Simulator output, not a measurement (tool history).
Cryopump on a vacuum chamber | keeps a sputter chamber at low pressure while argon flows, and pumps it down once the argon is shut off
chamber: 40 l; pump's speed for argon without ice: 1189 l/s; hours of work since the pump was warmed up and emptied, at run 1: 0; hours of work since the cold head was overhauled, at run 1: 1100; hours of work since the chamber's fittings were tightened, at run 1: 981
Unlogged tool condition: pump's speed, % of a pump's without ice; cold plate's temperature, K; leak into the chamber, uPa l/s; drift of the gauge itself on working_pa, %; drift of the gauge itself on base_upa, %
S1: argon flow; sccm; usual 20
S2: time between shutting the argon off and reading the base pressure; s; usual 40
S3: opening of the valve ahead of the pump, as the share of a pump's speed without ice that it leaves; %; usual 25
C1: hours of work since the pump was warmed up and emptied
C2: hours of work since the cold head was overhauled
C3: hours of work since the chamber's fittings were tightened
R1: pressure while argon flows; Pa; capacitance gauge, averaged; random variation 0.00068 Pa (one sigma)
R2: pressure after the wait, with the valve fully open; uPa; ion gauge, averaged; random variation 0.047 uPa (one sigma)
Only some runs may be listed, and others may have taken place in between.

run	day	S1	S2	S3	C1	C2	C3	R1	R2
1	0	20	40	25	0	1100	981	0.113	3.8
2	0.904	12	40	25	18	1119	999	0.0679	3.82
3	2.004	12	40	25	41	1141	1022	0.0678	3.8
4	3.404	12	40	25	69	1169	1050	0.0681	3.79
5	4.842	20	40	25	99	1199	1079	0.1152	3.85
6	5.767	20	40	25	118	1218	1098	0.115	3.78
7	7.529	24	40	25	153	1253	1134	0.1376	3.97
8	9.042	24	40	25	184	1284	1165	0.1381	3.99
9	10.438	24	40	25	213	1313	1193	0.1397	3.87
10	12.092	24	40	25	246	1346	1227	0.1402	3.93
11	14.171	20	84	25	289	1389	1269	0.116	2.65
12	15.062	20	84	25	307	1407	1288	0.1162	2.75
13	16.425	20	84	25	335	1435	1315	0.1153	2.76
14	17.767	20	84	25	362	1462	1343	0.1157	2.79
15	18.908	11	84	20	385	1485	1366	0.0789	2.89
16	19.888	11	84	18	405	1505	1386	0.0889	2.9
17	21.496	11	84	18	438	1538	1419	0.0885	3.01
18	22.421	31	179	40	457	1557	1438	0.1157	2.3
19	23.567	20	25	26	480	1580	1461	0.1139	5.78
20	24.75	20	25	26	504	1604	1485	0.1129	5.9
21	25.704	18	157	24	524	1624	1504	0.1103	2.46
22	26.908	18	157	53	548	1648	1529	0.0527	2.52
23	28.033	39	157	16	571	1671	1552	0.3555	2.65
24	30.133	20	34	35	614	1714	1595	0.0861	4.95
25	31.458	20	34	35	641	1741	1622	0.0854	4.95
26	32.817	17	40	21	669	1769	1649	0.1187	4.52

For each run, the measured value with the value that run would have given without the tool's hidden condition subtracted. The run-to-run variation is shared by both, the gauge scatter possibly not:
run	R1	R2
1	+0.0007	+0.95
2	+0.0005	+0.97
3	+0.0005	+0.99
4	+0.0007	+1.01
5	+0.0012	+1.05
6	+0.0014	+1.06
7	+0.0018	+1.13
8	+0.002	+1.16
9	+0.0022	+1.15
10	+0.0026	+1.2
11	+0.0023	+1.25
12	+0.0024	+1.29
13	+0.0027	+1.31
14	+0.0028	+1.34
15	+0.0017	+1.41
16	+0.0017	+1.44
17	+0.0018	+1.5
18	+0.0053	+1.47
19	+0.0036	+1.51
20	+0.0037	+1.55
21	+0.0035	+1.55
22	+0.0037	+1.62
23	+0.0082	+1.7
24	+0.0045	+1.71
25	+0.0046	+1.72
26	+0.0041	+1.76
